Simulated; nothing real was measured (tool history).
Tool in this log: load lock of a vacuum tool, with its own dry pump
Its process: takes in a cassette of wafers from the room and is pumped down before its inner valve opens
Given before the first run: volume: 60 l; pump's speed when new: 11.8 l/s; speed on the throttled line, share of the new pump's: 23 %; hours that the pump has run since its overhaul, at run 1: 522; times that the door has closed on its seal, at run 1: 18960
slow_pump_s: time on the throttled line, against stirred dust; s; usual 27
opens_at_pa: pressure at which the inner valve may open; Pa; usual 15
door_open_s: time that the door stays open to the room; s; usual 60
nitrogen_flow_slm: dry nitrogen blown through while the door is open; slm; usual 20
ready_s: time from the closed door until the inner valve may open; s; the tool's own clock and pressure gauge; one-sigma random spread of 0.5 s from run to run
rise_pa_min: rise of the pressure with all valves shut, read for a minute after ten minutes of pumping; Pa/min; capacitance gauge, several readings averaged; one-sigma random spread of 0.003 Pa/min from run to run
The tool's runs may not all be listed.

| run | hour | slow_pump_s | opens_at_pa | door_open_s | nitrogen_flow_slm | hours that the pump has run since its overhaul | times that the door has closed on its seal | incoming humidity of the room's air, % | ready_s | rise_pa_min |
|---|---|---|---|---|---|---|---|---|---|---|
| 1 | 0 | 27 | 15 | 60 | 20 | 522 | 18960 | 44.6 | 65.7 | 0.079 |
| 2 | 336.9 | 27 | 15 | 60 | 20 | 858 | 20184 | 45.2 | 65.9 | 0.079 |
| 3 | 547.8 | 27 | 15 | 60 | 20 | 1069 | 20950 | 45.8 | 66.2 | 0.085 |
| 4 | 1006.7 | 27 | 15 | 60 | 20 | 1528 | 22618 | 45.1 | 65.6 | 0.087 |
| 5 | 1435.6 | 27 | 15 | 60 | 20 | 1957 | 24176 | 42.8 | 66.5 | 0.088 |
| 6 | 1829.2 | 27 | 15 | 60 | 20 | 2351 | 25606 | 45.3 | 65.5 | 0.098 |
| 7 | 2185.3 | 27 | 15 | 60 | 20 | 2707 | 26899 | 41.4 | 67.1 | 0.097 |
| 8 | 2404.6 | 27 | 15 | 60 | 20 | 2926 | 27696 | 46.3 | 67 | 0.108 |
| 9 | 2618.7 | 27 | 15 | 60 | 20 | 3140 | 28474 | 39.1 | 67.7 | 0.099 |
| 10 | 2983.9 | 27 | 15 | 60 | 20 | 3505 | 29801 | 45.6 | 67.7 | 0.11 |
| 11 | 3197.5 | 27 | 15 | 60 | 20 | 3719 | 30577 | 43.6 | 68.2 | 0.11 |
| 12 | 3564.2 | 27 | 15 | 60 | 10 | 4086 | 31909 | 45.2 | 67.1 | 0.131 |
| 13 | 4035.1 | 27 | 15 | 60 | 20 | 4557 | 33620 | 45 | 67.1 | 0.126 |
| 14 | 4459.5 | 26 | 15 | 60 | 20 | 4981 | 35162 | 44.3 | 67 | 0.138 |
| 15 | 4728.8 | 26 | 15 | 60 | 20 | 5250 | 36141 | 44 | 67.2 | 0.134 |
| 16 | 4974.7 | 26 | 15 | 60 | 20 | 5496 | 37034 | 43.4 | 67.1 | 0.14 |
| 17 | 5327.6 | 29 | 15 | 60 | 31 | 5849 | 38316 | 40.4 | 68.8 | 0.129 |
| 18 | 5562 | 27 | 15 | 52 | 5 | 6084 | 39168 | 48.1 | 68 | 0.16 |
| 19 | 5819.5 | 27 | 15 | 52 | 5 | 6341 | 40103 | 46.6 | 69.3 | 0.163 |

Run 20, settings as shown, results not yet in. Your forecast:
| 20 | 6147.1 | 27 | 18 | 60 | 20 | 6669 | 41293 | 45.5 | ? | ? |

ready_s: 67.2 s
rise_pa_min: 0.156 Pa/min
With no hidden state in the tool, this same run would have given ready_s 64.4 s, rise_pa_min 0.046 Pa/min.
